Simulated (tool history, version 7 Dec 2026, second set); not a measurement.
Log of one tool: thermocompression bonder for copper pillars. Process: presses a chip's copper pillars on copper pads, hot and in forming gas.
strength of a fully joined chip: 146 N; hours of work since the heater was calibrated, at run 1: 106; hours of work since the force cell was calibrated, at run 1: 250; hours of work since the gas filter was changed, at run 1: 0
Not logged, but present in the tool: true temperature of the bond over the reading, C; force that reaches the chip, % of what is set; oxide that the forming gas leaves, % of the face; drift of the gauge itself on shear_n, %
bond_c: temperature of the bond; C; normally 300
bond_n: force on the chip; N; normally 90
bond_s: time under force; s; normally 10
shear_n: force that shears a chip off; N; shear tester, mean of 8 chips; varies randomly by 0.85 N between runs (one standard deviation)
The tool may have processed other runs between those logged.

run   hour  bond_c  bond_n  bond_s  hours of work since the heater was calibrated  hours of work since the force cell was calibrated  hours of work since the gas filter was changed  shear_n
  1      0     300      90      10                                            106                                                250                                               0       68
  2   33.5     300      60      10                                            129                                                273                                              23     47.4
  3   70.6     300      60      10                                            154                                                298                                              48     46.4
  4  108.9     300      90      10                                            180                                                324                                              74     67.7
  5    128     300      90      10                                            193                                                337                                              87     68.6
  6  154.2     300      90      10                                            211                                                355                                             105     68.3
  7  180.5     300      90      10                                            229                                                373                                             123     68.9
  8  207.3     300      90      10                                            248                                                391                                             141     68.9
       228  -- forming gas filter changed
  9  240.4     300      90      10                                            270                                                414                                               8     67.7
 10  274.4     300      90      10                                            293                                                437                                              32     68.9
 11  293.1     300      90      10                                            306                                                449                                              44     68.4
 12  326.7     300      90      10                                            329                                                472                                              67     67.5
 13  343.6     300     112      10                                            340                                                484                                              79     82.9
 14    363     302      79      10                                            353                                                497                                              92     62.2
 15    394     302     123      10                                            375                                                518                                             113     90.3
 16  417.5     302     123      10                                            391                                                534                                             129     88.2
 17  447.9     300      64      10                                            411                                                555                                             150     49.8
     455.5  -- forming gas filter changed
 18  475.1     300      64      16                                            430                                                573                                              13     60.5
 19  511.3     300      64      16                                            454                                                598                                              38     60.1
 20  547.2     300      64      16                                            479                                                622                                              63       61
 21  581.1     326     115      13                                            502                                                646                                              86    113.6
 22  608.5     326     115      13                                            521                                                664                                             104      116
 23  645.1     326     115      13                                            546                                                689                                             129    114.7
 24  676.1     326     115      13                                            567                                                710                                             150    116.6

Take each entry between the runs: how does the hidden state at the last listed run before it differ from the hidden state at the first listed run after it?
Between runs 8 and 9: forming gas filter changed (hour 228)
  oxide that the forming gas leaves, % of the face: 0.66 -> 0.51
Between runs 17 and 18: forming gas filter changed (hour 455.5)
  oxide that the forming gas leaves, % of the face: 0.68 -> 0.52
